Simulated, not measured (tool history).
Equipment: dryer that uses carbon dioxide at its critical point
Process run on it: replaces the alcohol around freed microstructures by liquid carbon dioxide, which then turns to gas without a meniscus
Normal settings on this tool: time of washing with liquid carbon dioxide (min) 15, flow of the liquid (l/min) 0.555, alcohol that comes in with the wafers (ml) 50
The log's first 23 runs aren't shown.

| run | hour | time of washing with liquid carbon dioxide (min) | flow of the liquid (l/min) | alcohol that comes in with the wafers (ml) | hours of work since the filter was changed | hours of work since the purifier's bed was changed | alcohol left in the vessel before it's heated (ppm by volume) |
|---|---|---|---|---|---|---|---|
|  | 178.7 | inlet filter changed |
| 24 | 178.7 | 15 | 0.555 | 50 | 0 | 301 | 128 |
| 25 | 184.7 | 15 | 0.555 | 82 | 3 | 304 | 162 |
| 26 | 193 | 9 | 0.716 | 87 | 7 | 308 | 423 |
| 27 | 198.2 | 9 | 0.716 | 87 | 10 | 311 | 432 |
| 28 | 206.4 | 9 | 0.716 | 87 | 14 | 315 | 449 |
| 29 | 215.1 | 19 | 0.534 | 87 | 18 | 319 | 96 |
| 30 | 225.5 | 14 | 0.534 | 87 | 24 | 324 | 255 |
| 31 | 231.1 | 14 | 0.534 | 87 | 27 | 327 | 262 |
| 32 | 237.2 | 14 | 0.555 | 50 | 30 | 330 | 158 |
| 33 | 245 | 9 | 0.59 | 101 | 34 | 334 | 1294 |
| 34 | 254 | 9 | 0.59 | 101 | 38 | 339 | 1309 |
| 35 | 262.2 | 9 | 0.59 | 101 | 42 | 343 | 1351 |
| 36 | 272.3 | 16 | 0.692 | 44 | 47 | 348 | 105 |
| 37 | 279.8 | 15 | 0.649 | 23 | 51 | 352 | 100 |
| 38 | 288.3 | 15 | 0.649 | 23 | 56 | 356 | 89 |
| 39 | 296.2 | 12 | 0.568 | 22 | 60 | 360 | 170 |
| 40 | 302.4 | 15 | 0.464 | 30 | 63 | 363 | 198 |
| 41 | 307.8 | 19 | 0.555 | 59 | 65 | 366 | 108 |
| 42 | 316.8 | 11 | 0.638 | 37 | 70 | 371 | 207 |
| 43 | 324.4 | 23 | 0.638 | 37 | 74 | 375 | 89 |
| 44 | 331.3 | 23 | 0.638 | 37 | 77 | 378 | 93 |
| 45 | 342 | 23 | 0.638 | 37 | 83 | 383 | 101 |
| 46 | 353.6 | 16 | 0.808 | 39 | 89 | 389 | 99 |
| 47 | 362.5 | 15 | 0.431 | 50 | 93 | 394 | 382 |

Alternative continuations, all from the tool just after run 47; predict every row:
| A | 368.1 | 10 | 0.464 | 50 | 96 | 397 | ? |
| B | 368.1 | 17 | 0.555 | 25 | 96 | 397 | ? |
| C | 368.1 | 15 | 0.362 | 50 | 96 | 397 | ? |

| run | alcohol left in the vessel before it's heated (ppm by volume) |
|---|---|
| A | 1299 |
| B | 116 |
| C | 806 |
Stripped of hidden state, with their random variation kept, the same runs would have yielded:
| run | alcohol left in the vessel before it's heated (ppm by volume) |
|---|---|
| A | 1068 |
| B | 18 |
| C | 618 |
